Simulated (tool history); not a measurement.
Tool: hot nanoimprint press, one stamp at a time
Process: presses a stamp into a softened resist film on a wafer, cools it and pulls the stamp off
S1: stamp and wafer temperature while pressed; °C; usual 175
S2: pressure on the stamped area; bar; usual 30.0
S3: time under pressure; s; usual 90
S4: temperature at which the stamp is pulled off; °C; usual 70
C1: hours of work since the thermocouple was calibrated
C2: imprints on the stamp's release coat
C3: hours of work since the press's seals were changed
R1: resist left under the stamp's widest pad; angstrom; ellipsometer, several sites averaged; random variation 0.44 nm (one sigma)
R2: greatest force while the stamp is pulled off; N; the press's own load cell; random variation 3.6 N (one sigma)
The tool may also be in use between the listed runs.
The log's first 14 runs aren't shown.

run 15 hour=253.9 | S1=175 S2=30.0 S3=90 S4=70 | C1=327 C2=404 C3=369 | R1=778 R2=174
run 16 hour=276.4 | S1=175 S2=30.0 S3=90 S4=70 | C1=337 C2=455 C3=378 | R1=784 R2=186
run 17 hour=297.1 | S1=175 S2=30.0 S3=90 S4=70 | C1=346 C2=501 C3=388 | R1=782 R2=181
run 18 hour=308.0 | S1=183 S2=30.0 S3=90 S4=66 | C1=351 C2=526 C3=392 | R1=583 R2=186
run 19 hour=319.1 | S1=183 S2=31.1 S3=90 S4=63 | C1=356 C2=551 C3=397 | R1=577 R2=197
run 20 hour=329.9 | S1=183 S2=20.8 S3=117 S4=76 | C1=361 C2=575 C3=402 | R1=637 R2=175
run 21 hour=341.4 | S1=173 S2=20.8 S3=117 S4=76 | C1=366 C2=601 C3=407 | R1=908 R2=177
run 22 hour=357.0 | S1=173 S2=20.8 S3=97 S4=58 | C1=373 C2=636 C3=414 | R1=979 R2=205
run 23 hour=367.3 | S1=178 S2=30.0 S3=90 S4=70 | C1=377 C2=659 C3=419 | R1=699 R2=181
run 24 hour=391.3 | S1=166 S2=18.0 S3=90 S4=70 | C1=388 C2=713 C3=429 | R1=1329 R2=184
run 25 hour=409.4 | S1=166 S2=18.0 S3=90 S4=70 | C1=396 C2=754 C3=437 | R1=1330 R2=187
run 26 hour=431.3 | S1=175 S2=30.0 S3=110 S4=72 | C1=405 C2=803 C3=447 | R1=723 R2=182
run 27 hour=449.0 | S1=175 S2=30.0 S3=147 S4=61 | C1=413 C2=843 C3=455 | R1=640 R2=199
run 28 hour=465.8 | S1=175 S2=30.0 S3=147 S4=61 | C1=421 C2=881 C3=462 | R1=638 R2=204
run 29 hour=483.1 | S1=173 S2=21.6 S3=63 S4=78 | C1=428 C2=920 C3=470 | R1=1101 R2=171
run 30 hour=499.9 | S1=175 S2=30.0 S3=60 S4=65 | C1=436 C2=958 C3=477 | R1=889 R2=203

4 ways to go on from here, each from the tool as it stands after run 30. What would each give?
run A hour=520.6 | S1=179 S2=19.8 S3=60 S4=65 | C1=445 C2=1004 C3=486 | R1=? R2=?
run B hour=520.6 | S1=181 S2=30.0 S3=76 S4=71 | C1=445 C2=1004 C3=486 | R1=? R2=?
run C hour=520.6 | S1=166 S2=20.9 S3=111 S4=65 | C1=445 C2=1004 C3=486 | R1=? R2=?
run D hour=520.6 | S1=187 S2=29.2 S3=90 S4=64 | C1=445 C2=1004 C3=486 | R1=? R2=?

run=A R1=961 R2=208
run=B R1=674 R2=191
run=C R1=1178 R2=194
run=D R1=515 R2=206
Without the tool's hidden state the same runs would have given:
run=A R1=993 R2=187
run=B R1=695 R2=172
run=C R1=1221 R2=175
run=D R1=530 R2=186
